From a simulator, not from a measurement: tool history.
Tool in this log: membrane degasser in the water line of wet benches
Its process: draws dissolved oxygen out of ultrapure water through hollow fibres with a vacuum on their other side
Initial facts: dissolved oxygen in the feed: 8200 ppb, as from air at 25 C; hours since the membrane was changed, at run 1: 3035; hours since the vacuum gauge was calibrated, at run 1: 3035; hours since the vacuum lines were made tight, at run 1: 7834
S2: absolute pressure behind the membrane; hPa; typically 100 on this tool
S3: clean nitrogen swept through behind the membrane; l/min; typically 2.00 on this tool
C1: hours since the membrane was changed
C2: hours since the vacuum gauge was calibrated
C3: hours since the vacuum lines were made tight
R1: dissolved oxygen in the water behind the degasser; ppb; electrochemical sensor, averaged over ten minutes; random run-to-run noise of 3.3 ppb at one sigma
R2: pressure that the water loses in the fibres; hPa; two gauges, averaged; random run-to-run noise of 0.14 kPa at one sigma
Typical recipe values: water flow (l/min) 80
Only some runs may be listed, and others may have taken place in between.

Run 1, hour 0.0: usual settings; C1 3035; C2 3035; C3 7834. Result: R1 604.4 ppb, R2 320.0 hPa.
Run 2, hour 124.0: usual settings; C1 3159; C2 3159; C3 7958. Result: R1 599.4 ppb, R2 320.1 hPa.
Run 3, hour 241.3: usual settings; C1 3276; C2 3276; C3 8076. Result: R1 597.1 ppb, R2 318.9 hPa.
Run 4, hour 384.4: usual settings but water flow (l/min) 113; C1 3419; C2 3419; C3 8219. Result: R1 808.9 ppb, R2 453.0 hPa.
Run 5, hour 523.1: usual settings but S3 0.89 l/min; C1 3558; C2 3558; C3 8357. Result: R1 1000.2 ppb, R2 321.3 hPa.
Run 6, hour 633.8: usual settings but S3 0.89 l/min; C1 3668; C2 3668; C3 8468. Result: R1 988.2 ppb, R2 320.5 hPa.
Run 7, hour 738.5: usual settings but S3 0.89 l/min; C1 3773; C2 3773; C3 8573. Result: R1 995.5 ppb, R2 321.7 hPa.
Run 8, hour 867.5: usual settings but S3 0.89 l/min; C1 3902; C2 3902; C3 8702. Result: R1 1000.0 ppb, R2 319.1 hPa.
Run 9, hour 1015.9: usual settings but S2 113 hPa; C1 4051; C2 4051; C3 8850. Result: R1 703.4 ppb, R2 322.5 hPa.
Run 10, hour 1151.2: usual settings but S2 113 hPa; C1 4186; C2 4186; C3 8986. Result: R1 691.0 ppb, R2 321.5 hPa.
At hour 1254.9: seals of the vacuum lines changed.
Run 11, hour 1275.9: usual settings but S2 71 hPa; C1 4309; C2 4309; C3 21. Result: R1 400.4 ppb, R2 321.0 hPa.
Run 12, hour 1415.5: usual settings; C1 4448; C2 4448; C3 161. Result: R1 610.7 ppb, R2 323.1 hPa.
Run 13, hour 1519.2: usual settings; C1 4552; C2 4552; C3 264. Result: R1 603.2 ppb, R2 321.6 hPa.
Run 14, hour 1656.9: usual settings but water flow (l/min) 91, S2 145 hPa, S3 2.74 l/min; C1 4690; C2 4690; C3 402. Result: R1 828.9 ppb, R2 367.5 hPa.
Run 15, hour 1796.8: usual settings but water flow (l/min) 108, S3 1.16 l/min; C1 4829; C2 4829; C3 542. Result: R1 1067.6 ppb, R2 436.3 hPa.
Run 16, hour 1891.7: usual settings but water flow (l/min) 108, S3 1.16 l/min; C1 4924; C2 4924; C3 637. Result: R1 1086.8 ppb, R2 431.8 hPa.
Run 17, hour 1957.8: usual settings but water flow (l/min) 108, S3 1.16 l/min; C1 4990; C2 4990; C3 703. Result: R1 1072.2 ppb, R2 434.9 hPa.
Run 18, hour 2030.1: usual settings but water flow (l/min) 108, S2 123 hPa, S3 2.10 l/min; C1 5063; C2 5063; C3 775. Result: R1 952.9 ppb, R2 435.0 hPa.
Run 19, hour 2147.4: usual settings but water flow (l/min) 108, S2 123 hPa, S3 0.99 l/min; C1 5180; C2 5180; C3 893. Result: R1 1460.9 ppb, R2 436.0 hPa.
Run 20, hour 2244.8: usual settings but water flow (l/min) 75, S2 190 hPa, S3 1.55 l/min; C1 5277; C2 5277; C3 990. Result: R1 1356.3 ppb, R2 301.1 hPa.
Run 21, hour 2363.9: usual settings but water flow (l/min) 75, S2 190 hPa, S3 1.55 l/min; C1 5397; C2 5397; C3 1109. Result: R1 1363.9 ppb, R2 302.8 hPa.
Run 22, hour 2486.6: usual settings but water flow (l/min) 67, S2 122 hPa; C1 5519; C2 5519; C3 1232. Result: R1 658.7 ppb, R2 270.3 hPa.
Run 23, hour 2607.3: usual settings but water flow (l/min) 85, S3 1.60 l/min; C1 5640; C2 5640; C3 1352. Result: R1 748.0 ppb, R2 341.6 hPa.
Run 24, hour 2736.5: usual settings but water flow (l/min) 124, S2 71 hPa, S3 4.54 l/min; C1 5769; C2 5769; C3 1482. Result: R1 400.7 ppb, R2 500.1 hPa.
Run 25, hour 2873.7: usual settings but water flow (l/min) 93, S2 71 hPa, S3 1.31 l/min; C1 5906; C2 5906; C3 1619. Result: R1 602.1 ppb, R2 378.9 hPa.

The same runs without the tool's hidden state, with the same run-to-run variation:
Hidden state present: membrane still open, %; true pressure behind the membrane over the reading, kPa; air that leaks in behind the membrane, l/min; drift of the gauge itself on oxygen_ppb, %; drift of the gauge itself on loss_of_pressure_kpa, %.
run      R1     R2
  1   586.1  315.1
  2   580.6  315.0
  3   577.7  313.7
  4   782.2  445.3
  5   970.7  315.6
  6   958.1  314.7
  7   964.3  315.7
  8   967.6  312.9
  9   679.4  316.1
 10   666.6  314.9
 11   373.4  314.2
 12   584.1  316.1
 13   576.4  314.5
 14   803.6  359.1
 15  1020.8  426.0
 16  1038.3  421.4
 17  1023.7  424.3
 18   916.6  424.3
 19  1410.4  425.1
 20  1327.1  293.4
 21  1333.9  294.9
 22   631.2  263.0
 23   708.1  332.1
 24   364.4  486.1
 25   549.2  368.1
